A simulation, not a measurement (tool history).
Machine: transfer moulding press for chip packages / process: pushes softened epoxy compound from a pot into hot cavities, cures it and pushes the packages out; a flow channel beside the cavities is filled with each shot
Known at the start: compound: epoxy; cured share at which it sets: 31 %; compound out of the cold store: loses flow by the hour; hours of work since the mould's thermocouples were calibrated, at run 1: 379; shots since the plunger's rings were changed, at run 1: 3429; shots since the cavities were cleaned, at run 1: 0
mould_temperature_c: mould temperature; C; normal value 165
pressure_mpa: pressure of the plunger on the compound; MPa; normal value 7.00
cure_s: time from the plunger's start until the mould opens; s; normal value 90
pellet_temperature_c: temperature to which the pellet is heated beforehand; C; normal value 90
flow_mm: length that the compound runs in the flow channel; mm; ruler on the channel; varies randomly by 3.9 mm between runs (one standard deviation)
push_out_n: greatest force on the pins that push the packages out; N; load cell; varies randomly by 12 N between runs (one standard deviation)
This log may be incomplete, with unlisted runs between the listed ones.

run	hour	mould_temperature_c	pressure_mpa	cure_s	pellet_temperature_c	hours of work since the mould's thermocouples were calibrated	shots since the plunger's rings were changed	shots since the cavities were cleaned	incoming compound's hours out of the cold store	flow_mm	push_out_n
1	0.0	165	7.00	90	90	379	3429	0	27.4	734	552
2	41.1	165	7.00	99	90	396	3785	356	40.5	683	732
3	105.8	170	7.00	99	90	422	4345	916	14.4	745	772
# hour 112.6: cavities cleaned with cleaning compound and waxed
# hour 169.5: mould's thermocouples calibrated
4	181.1	170	7.00	99	90	5	4967	576	19.7	716	737
# hour 224.8: cavities cleaned with cleaning compound and waxed
5	249.3	170	7.00	99	90	32	5544	212	18.3	716	549
# hour 259.9: plunger's sealing rings changed
6	301.6	165	7.91	90	90	52	362	644	25.0	830	1027
# hour 337.8: cavities cleaned with cleaning compound and waxed
7	359.1	165	7.91	90	90	75	846	184	45.2	745	759
8	400.0	165	7.00	90	90	92	1201	539	11.3	829	1071
9	439.8	165	5.37	90	90	108	1545	883	40.6	628	1041
# hour 447.3: cavities cleaned with cleaning compound and waxed
10	519.2	165	7.70	90	90	139	2219	622	28.0	779	1011
# hour 563.0: cavities cleaned with cleaning compound and waxed
11	563.0	165	7.70	90	90	157	2586	0	25.5	788	564
12	606.1	165	7.70	90	90	174	2959	373	30.4	765	901
# hour 674.9: cavities cleaned with cleaning compound and waxed
13	695.7	160	7.00	90	90	210	3721	179	21.2	776	1107
14	756.1	165	6.17	90	90	235	4244	702	18.5	705	1091
# hour 785.8: cavities cleaned with cleaning compound and waxed
15	843.5	165	6.17	90	90	270	4988	500	10.2	722	1019
# hour 897.2: cavities cleaned with cleaning compound and waxed
16	902.7	163	7.92	86	86	293	5488	48	23.1	775	818
# hour 918.8: plunger's sealing rings changed
17	983.9	163	7.92	86	86	325	563	729	16.7	887	1424
# hour 1008.6: cavities cleaned with cleaning compound and waxed
18	1034.5	167	7.00	90	86	345	989	225	10.8	834	728
# hour 1118.6: cavities cleaned with cleaning compound and waxed
19	1118.6	167	7.00	90	86	379	1704	0	29.2	752	492
20	1174.3	162	8.36	90	87	401	2186	482	15.6	894	1279
21	1221.7	165	7.85	75	96	421	2596	892	44.4	724	1489
# hour 1229.0: cavities cleaned with cleaning compound and waxed
22	1261.5	165	7.00	94	83	436	2928	281	24.8	750	821
# hour 1288.4: mould's thermocouples calibrated
# hour 1340.6: cavities cleaned with cleaning compound and waxed
23	1351.8	161	7.00	90	81	25	3679	97	31.6	738	930
24	1409.1	173	7.00	90	94	48	4176	594	39.3	649	707
# hour 1450.0: cavities cleaned with cleaning compound and waxed
25	1459.2	165	7.70	90	90	68	4597	80	46.9	688	644
26	1513.5	165	7.70	90	90	90	5066	549	9.1	816	1053
# hour 1562.2: cavities cleaned with cleaning compound and waxed
# hour 1574.7: plunger's sealing rings changed
27	1599.5	165	7.70	90	90	124	214	301	41.6	760	821
# hour 1680.1: cavities cleaned with cleaning compound and waxed
28	1683.9	165	7.70	90	90	157	932	33	13.5	866	630

What differs in the tool's unlogged condition from the final listed run ahead of each entry between runs to the first listed run following it?
After run 3, before run 4: cavities cleaned with cleaning compound and waxed (hour 112.6); mould's thermocouples calibrated (hour 169.5)
  true mould temperature over the reading, C: 0.53 -> -0.28; pressure that reaches the compound, % of what is set: 83.26 -> 81; grip of the stained cavities, % over clean ones': 98.6 -> 82
  measured less the result without the state, flow_mm: -74 -> -78 mm; push_out_n: +376 -> +333 N
After run 4, before run 5: cavities cleaned with cleaning compound and waxed (hour 224.8)
  true mould temperature over the reading, C: -0.28 -> -0.24; pressure that reaches the compound, % of what is set: 81 -> 79.09; grip of the stained cavities, % over clean ones': 82 -> 42.2
  measured less the result without the state, flow_mm: -78 -> -89 mm; push_out_n: +333 -> +162 N
After run 5, before run 6: plunger's sealing rings changed (hour 259.9)
  true mould temperature over the reading, C: -0.24 -> -0.22; pressure that reaches the compound, % of what is set: 79.09 -> 98.22; grip of the stained cavities, % over clean ones': 42.2 -> 86.4
  measured less the result without the state, flow_mm: -89 -> -7 mm; push_out_n: +162 -> +489 N
After run 6, before run 7: cavities cleaned with cleaning compound and waxed (hour 337.8)
  true mould temperature over the reading, C: -0.22 -> -0.19; pressure that reaches the compound, % of what is set: 98.22 -> 96.59; grip of the stained cavities, % over clean ones': 86.4 -> 39.2
  measured less the result without the state, flow_mm: -7 -> -12 mm; push_out_n: +489 -> +220 N
After run 9, before run 10: cavities cleaned with cleaning compound and waxed (hour 447.3)
  true mould temperature over the reading, C: -0.15 -> -0.11; pressure that reaches the compound, % of what is set: 93.8 -> 91.35; grip of the stained cavities, % over clean ones': 99.1 -> 84.3
  measured less the result without the state, flow_mm: -20 -> -35 mm; push_out_n: +526 -> +464 N
After run 10, before run 11: cavities cleaned with cleaning compound and waxed (hour 563.0)
  true mould temperature over the reading, C: -0.11 -> -0.09; pressure that reaches the compound, % of what is set: 91.35 -> 90.07; grip of the stained cavities, % over clean ones': 84.3 -> 2.8
  measured less the result without the state, flow_mm: -35 -> -42 mm; push_out_n: +464 -> +19 N
After run 12, before run 13: cavities cleaned with cleaning compound and waxed (hour 674.9)
  true mould temperature over the reading, C: -0.06 -> -0.02; pressure that reaches the compound, % of what is set: 88.73 -> 85.88; grip of the stained cavities, % over clean ones': 64 -> 37.1
  measured less the result without the state, flow_mm: -47 -> -61 mm; push_out_n: +356 -> +299 N
After run 14, before run 15: cavities cleaned with cleaning compound and waxed (hour 785.8)
  true mould temperature over the reading, C: 0.01 -> 0.06; pressure that reaches the compound, % of what is set: 83.99 -> 81.37; grip of the stained cavities, % over clean ones': 91.9 -> 75.9
  measured less the result without the state, flow_mm: -64 -> -79 mm; push_out_n: +523 -> +436 N
After run 15, before run 16: cavities cleaned with cleaning compound and waxed (hour 897.2)
  true mould temperature over the reading, C: 0.06 -> 0.09; pressure that reaches the compound, % of what is set: 81.37 -> 79.66; grip of the stained cavities, % over clean ones': 75.9 -> 12.8
  measured less the result without the state, flow_mm: -79 -> -94 mm; push_out_n: +436 -> +87 N
After run 16, before run 17: plunger's sealing rings changed (hour 918.8)
  true mould temperature over the reading, C: 0.09 -> 0.13; pressure that reaches the compound, % of what is set: 79.66 -> 97.5; grip of the stained cavities, % over clean ones': 12.8 -> 92.3
  measured less the result without the state, flow_mm: -94 -> -12 mm; push_out_n: +87 -> +676 N
After run 17, before run 18: cavities cleaned with cleaning compound and waxed (hour 1008.6)
  true mould temperature over the reading, C: 0.13 -> 0.15; pressure that reaches the compound, % of what is set: 97.5 -> 96.12; grip of the stained cavities, % over clean ones': 92.3 -> 44.7
  measured less the result without the state, flow_mm: -12 -> -17 mm; push_out_n: +676 -> +221 N
After run 18, before run 19: cavities cleaned with cleaning compound and waxed (hour 1118.6)
  true mould temperature over the reading, C: 0.15 -> 0.2; pressure that reaches the compound, % of what is set: 96.12 -> 93.46; grip of the stained cavities, % over clean ones': 44.7 -> 0.1
  measured less the result without the state, flow_mm: -17 -> -26 mm; push_out_n: +221 -> -6 N
After run 21, before run 22: cavities cleaned with cleaning compound and waxed (hour 1229.0)
  true mould temperature over the reading, C: 0.25 -> 0.27; pressure that reaches the compound, % of what is set: 90.43 -> 89.2; grip of the stained cavities, % over clean ones': 99.9 -> 55.9
  measured less the result without the state, flow_mm: -38 -> -45 mm; push_out_n: +733 -> +285 N
After run 22, before run 23: mould's thermocouples calibrated (hour 1288.4); cavities cleaned with cleaning compound and waxed (hour 1340.6)
  true mould temperature over the reading, C: 0.27 -> -0.07; pressure that reaches the compound, % of what is set: 89.2 -> 86.59; grip of the stained cavities, % over clean ones': 55.9 -> 21.7
  measured less the result without the state, flow_mm: -45 -> -54 mm; push_out_n: +285 -> +169 N
After run 24, before run 25: cavities cleaned with cleaning compound and waxed (hour 1450.0)
  true mould temperature over the reading, C: -0.04 -> -0.01; pressure that reaches the compound, % of what is set: 84.71 -> 83.09; grip of the stained cavities, % over clean ones': 83.6 -> 17.9
  measured less the result without the state, flow_mm: -56 -> -67 mm; push_out_n: +323 -> +97 N
After run 26, before run 27: cavities cleaned with cleaning compound and waxed (hour 1562.2); plunger's sealing rings changed (hour 1574.7)
  true mould temperature over the reading, C: 0.01 -> 0.06; pressure that reaches the compound, % of what is set: 81.28 -> 98.61; grip of the stained cavities, % over clean ones': 77 -> 54.8
  measured less the result without the state, flow_mm: -89 -> -5 mm; push_out_n: +457 -> +288 N
After run 27, before run 28: cavities cleaned with cleaning compound and waxed (hour 1680.1)
  true mould temperature over the reading, C: 0.06 -> 0.1; pressure that reaches the compound, % of what is set: 98.61 -> 95.78; grip of the stained cavities, % over clean ones': 54.8 -> 10.4
  measured less the result without the state, flow_mm: -5 -> -20 mm; push_out_n: +288 -> +55 N
